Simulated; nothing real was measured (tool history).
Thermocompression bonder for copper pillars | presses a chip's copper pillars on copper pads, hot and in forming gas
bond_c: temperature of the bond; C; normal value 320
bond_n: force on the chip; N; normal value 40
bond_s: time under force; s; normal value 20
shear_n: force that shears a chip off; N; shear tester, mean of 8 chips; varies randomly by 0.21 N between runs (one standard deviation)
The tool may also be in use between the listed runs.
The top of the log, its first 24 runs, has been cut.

| run | hour | bond_c | bond_n | bond_s | hours of work since the heater was calibrated | hours of work since the force cell was calibrated | hours of work since the gas filter was changed | shear_n |
|---|---|---|---|---|---|---|---|---|
| 25 | 1545 | 294 | 44 | 19 | 546 | 1848 | 241 | 33.3 |
| 26 | 1618.7 | 294 | 44 | 19 | 581 | 1883 | 275 | 33 |
| 27 | 1684.4 | 320 | 42 | 20 | 612 | 1914 | 307 | 45.8 |
| 28 | 1746.1 | 316 | 42 | 10 | 641 | 1944 | 336 | 32.7 |
| 29 | 1783.6 | 316 | 28 | 56 | 659 | 1961 | 354 | 48.8 |
| 30 | 1873.5 | 291 | 40 | 20 | 701 | 2004 | 396 | 30.6 |
| 31 | 1914.2 | 325 | 40 | 33 | 721 | 2023 | 415 | 56.6 |
| 32 | 1998.8 | 304 | 32 | 20 | 761 | 2063 | 456 | 30.6 |
|  | 2009.6 | forming gas filter changed |
|  | 2062.5 | force cell calibrated |
| 33 | 2075.3 | 330 | 42 | 22 | 796 | 6 | 30 | 52.6 |

For run 34, what comes out?
| 34 | 2129.8 | 330 | 42 | 22 | 822 | 32 | 56 | ? |

{"run 34": {"shear_n": 53.1}}
On a tool with no hidden condition, and with the same random variation, this run would have come out at shear_n 54.2 N.

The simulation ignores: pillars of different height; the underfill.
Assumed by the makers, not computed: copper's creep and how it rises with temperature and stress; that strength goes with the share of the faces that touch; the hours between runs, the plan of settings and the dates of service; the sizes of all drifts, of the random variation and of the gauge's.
